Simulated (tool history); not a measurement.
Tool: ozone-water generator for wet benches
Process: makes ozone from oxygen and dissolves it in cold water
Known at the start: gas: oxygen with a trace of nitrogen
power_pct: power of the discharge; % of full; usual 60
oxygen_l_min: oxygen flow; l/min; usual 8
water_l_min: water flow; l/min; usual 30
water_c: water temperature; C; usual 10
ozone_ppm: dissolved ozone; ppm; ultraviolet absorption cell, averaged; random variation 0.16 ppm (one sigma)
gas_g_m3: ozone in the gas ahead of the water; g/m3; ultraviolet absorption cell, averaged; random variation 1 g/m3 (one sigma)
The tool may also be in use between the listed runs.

run,hour,power_pct,oxygen_l_min,water_l_min,water_c,ozone_ppm,gas_g_m3
1,0,60,8,30,10,18.5,157.9
2,84.2,60,8,30,10,18.9,157.8
3,153.6,60,8,30,10,18.7,158.8
4,221.9,60,8,30,10,18.8,157.1
5,282.8,60,8,30,10,18.8,156.8
6,327.7,60,8,30,10,18.5,154.6
7,400.3,60,5.06,25,7,20.8,189.4
8,488.8,60,8.55,30,6,19.1,151.8
9,531.5,60,5.96,28,16,17.4,174.4
10,589.6,60,8.23,28,11,19,153.9
11,667.7,60,8.23,28,11,19.3,153.8

Forecast each of these 3 alternatives for the next run:
A,749.2,63,8.23,19,9,?,?
B,749.2,60,12.97,30,10,?,?
C,749.2,61,4.29,28,7,?,?

run,ozone_ppm,gas_g_m3
A,28.1,157.3
B,19.3,125.9
C,17.1,201.2
Without the tool's hidden state the same runs would have given:
run,ozone_ppm,gas_g_m3
A,33.5,184.8
B,23,147.1
C,20.3,235.4
